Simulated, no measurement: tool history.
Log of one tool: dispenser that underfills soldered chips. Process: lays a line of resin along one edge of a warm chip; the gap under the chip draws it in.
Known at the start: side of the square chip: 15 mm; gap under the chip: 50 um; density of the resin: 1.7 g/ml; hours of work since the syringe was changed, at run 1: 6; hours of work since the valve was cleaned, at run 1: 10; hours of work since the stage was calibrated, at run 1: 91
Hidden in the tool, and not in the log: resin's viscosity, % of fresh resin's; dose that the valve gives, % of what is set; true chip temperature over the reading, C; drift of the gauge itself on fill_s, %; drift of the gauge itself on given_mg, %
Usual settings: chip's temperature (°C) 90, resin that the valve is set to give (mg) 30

run,hour,chip's temperature (°C),resin that the valve is set to give (mg),hours of work since the syringe was changed,hours of work since the valve was cleaned,hours of work since the stage was calibrated,time until the resin shows at the far edge (s),resin that the valve gave (mg)
1,0,90,30,6,10,91,241.2,29.96
# hour 2.7: new syringe of resin
2,4.2,90,30,1,13,94,163.1,29.88
3,9.4,90,30,4,16,98,210.4,29.69
# hour 14.9: new syringe of resin
4,14.9,90,30,0,20,101,158.5,29.64
5,17.8,90,30,2,22,103,179.3,29.73
6,21.9,90,30,5,25,106,218.8,29.59
7,24.7,90,30,7,27,108,244.4,29.42
# hour 27.3: new syringe of resin
8,30.5,90,36.3,2,30,111,177.5,35.67
9,35.6,90,36.3,6,34,115,220.7,35.55
# hour 39.8: new syringe of resin
10,40.4,90,30,0,37,118,159.8,29.26
11,45.8,90,30,4,41,122,207.1,29.39
# hour 51.8: new syringe of resin
12,51.8,77,30,0,44,125,247.6,29.22
13,54.8,77,30,2,46,127,287.3,29.16
# hour 60.4: dispensing valve cleaned and set on the balance
14,61.5,77,30,6,1,131,366.1,29.91
15,64.3,77,30,8,3,133,404.2,30.03
# hour 65.1: new syringe of resin
16,68.5,77,30,2,5,136,287.6,29.9
17,73.7,77,30,6,9,139,363.5,29.67
# hour 77.1: new syringe of resin
18,77.6,77,30,0,11,142,249.2,29.66
19,81.7,82,30,3,14,145,244.2,29.74
20,85.6,81,29.7,6,17,147,306.7,29.18
# hour 89.1: new syringe of resin
21,89.4,101,26.5,0,19,150,111.1,26.28
22,94.4,100,27.7,4,22,153,145.1,27.35
23,98.7,84,31.8,6,25,156,288.3,31.43
# hour 101.4: new syringe of resin
24,103.7,84,31.8,2,28,159,203.2,31.37
25,107.4,78,31.3,4,31,161,294.5,30.91
26,111.1,78,31.3,7,33,164,350,30.55
# hour 113.9: new syringe of resin
27,114.8,79,37.8,1,36,166,236.1,37.09
28,119.7,99,32.7,4,39,170,149.8,32.03
# hour 125.9: new syringe of resin
29,125.9,87,38,0,43,174,163.5,37.09
30,131.8,87,38,4,47,178,216.3,36.94
31,134.7,87,29.4,6,49,180,248.6,28.46
# hour 136.6: dispensing valve cleaned and set on the balance
# hour 139.2: new syringe of resin
32,140.1,87,31.1,1,2,182,179.5,31.23
33,142.9,87,26.7,2,4,184,208.8,26.68
34,148.4,87,26.7,6,8,188,271.7,26.63
# hour 151.3: new syringe of resin
35,152.5,87,26.7,1,10,191,187.4,26.68

5 ways to go on from here, each from the tool as it stands after run 35. What would each give?
A,156.6,103,29.5,4,13,193,?,?
B,156.6,76,29,4,13,193,?,?
C,156.6,99,35.2,4,13,193,?,?
D,156.6,100,30,4,13,193,?,?
E,156.6,98,27.2,4,13,193,?,?

run,time until the resin shows at the far edge (s),resin that the valve gave (mg)
A,128.6,29.15
B,327.5,28.91
C,145.5,34.82
D,139.8,30.07
E,153.3,26.88
Without the tool's hidden state the same runs would have given:
run,time until the resin shows at the far edge (s),resin that the valve gave (mg)
A,102.9,29.4
B,263.4,29.16
C,116.5,35.12
D,111.8,30.33
E,122.7,27.11
